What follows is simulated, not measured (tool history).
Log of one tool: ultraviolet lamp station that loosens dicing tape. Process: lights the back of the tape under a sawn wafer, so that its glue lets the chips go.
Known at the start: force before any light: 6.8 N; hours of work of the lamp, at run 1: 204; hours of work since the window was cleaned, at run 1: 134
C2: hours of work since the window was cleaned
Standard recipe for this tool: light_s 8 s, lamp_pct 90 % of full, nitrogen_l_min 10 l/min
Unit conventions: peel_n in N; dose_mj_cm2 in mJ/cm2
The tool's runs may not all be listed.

Run 1, day 0: usual settings; hours of work of the lamp 204; C2 134. Result: peel_n 0.63 N, dose_mj_cm2 332 mJ/cm2.
Run 2, day 0.425: usual settings; hours of work of the lamp 210; C2 140. Result: peel_n 0.664 N, dose_mj_cm2 319 mJ/cm2.
Run 3, day 0.833: usual settings; hours of work of the lamp 215; C2 145. Result: peel_n 0.655 N, dose_mj_cm2 323 mJ/cm2.
Run 4, day 1.225: usual settings; hours of work of the lamp 221; C2 151. Result: peel_n 0.633 N, dose_mj_cm2 322 mJ/cm2.
Run 5, day 1.488: usual settings; hours of work of the lamp 224; C2 154. Result: peel_n 0.663 N, dose_mj_cm2 321 mJ/cm2.
Run 6, day 1.679: usual settings but lamp_pct 69 % of full; hours of work of the lamp 227; C2 157. Result: peel_n 1.085 N, dose_mj_cm2 247 mJ/cm2.
Run 7, day 2.117: usual settings; hours of work of the lamp 233; C2 163. Result: peel_n 0.683 N, dose_mj_cm2 319 mJ/cm2.
Run 8, day 2.55: usual settings; hours of work of the lamp 239; C2 169. Result: peel_n 0.677 N, dose_mj_cm2 319 mJ/cm2.
Run 9, day 2.858: usual settings but nitrogen_l_min 12 l/min; hours of work of the lamp 243; C2 173. Result: peel_n 0.599 N, dose_mj_cm2 321 mJ/cm2.
Run 10, day 3.079: usual settings but light_s 7 s, lamp_pct 61 % of full, nitrogen_l_min 11 l/min; hours of work of the lamp 246; C2 176. Result: peel_n 1.497 N, dose_mj_cm2 190 mJ/cm2.
Run 11, day 3.446: usual settings but light_s 7 s, lamp_pct 61 % of full, nitrogen_l_min 11 l/min; hours of work of the lamp 251; C2 181. Result: peel_n 1.528 N, dose_mj_cm2 188 mJ/cm2.
Run 12, day 3.721: usual settings but light_s 7 s, lamp_pct 95 % of full, nitrogen_l_min 7 l/min; hours of work of the lamp 255; C2 185. Result: peel_n 0.98 N, dose_mj_cm2 289 mJ/cm2.
Run 13, day 4.125: usual settings but light_s 9 s, lamp_pct 71 % of full, nitrogen_l_min 8 l/min; hours of work of the lamp 261; C2 191. Result: peel_n 0.974 N, dose_mj_cm2 277 mJ/cm2.
Run 14, day 4.462: usual settings but light_s 9 s, lamp_pct 71 % of full, nitrogen_l_min 8 l/min; hours of work of the lamp 265; C2 195. Result: peel_n 0.987 N, dose_mj_cm2 272 mJ/cm2.
Run 15, day 4.867: usual settings but light_s 9 s, lamp_pct 71 % of full, nitrogen_l_min 8 l/min; hours of work of the lamp 271; C2 201. Result: peel_n 0.998 N, dose_mj_cm2 269 mJ/cm2.
Run 16, day 5.138: usual settings but light_s 10 s, nitrogen_l_min 6 l/min; hours of work of the lamp 275; C2 204. Result: peel_n 0.665 N, dose_mj_cm2 388 mJ/cm2.

4 options for the next run, each taken on its own from the tool as it stands now. Forecast them:
Run A, day 5.354: usual settings but light_s 12 s, lamp_pct 67 % of full, nitrogen_l_min 4 l/min; hours of work of the lamp 278; C2 207. Result: peel_n ?, dose_mj_cm2 ?.
Run B, day 5.354: usual settings but light_s 10 s, nitrogen_l_min 3 l/min; hours of work of the lamp 278; C2 207. Result: peel_n ?, dose_mj_cm2 ?.
Run C, day 5.354: usual settings but light_s 9 s, lamp_pct 78 % of full, nitrogen_l_min 6 l/min; hours of work of the lamp 278; C2 207. Result: peel_n ?, dose_mj_cm2 ?.
Run D, day 5.354: usual settings but light_s 16 s, lamp_pct 89 % of full; hours of work of the lamp 278; C2 207. Result: peel_n ?, dose_mj_cm2 ?.

run  peel_n  dose_mj_cm2
  A   1.024          343
  B   1.063          385
  C   1.022          299
  D   0.279          603
The same runs, with their run-to-run variation unchanged, on a tool lacking any hidden condition would have given:
run  peel_n  dose_mj_cm2
  A   0.721          421
  B   0.745          474
  C   0.716          368
  D   0.253          743
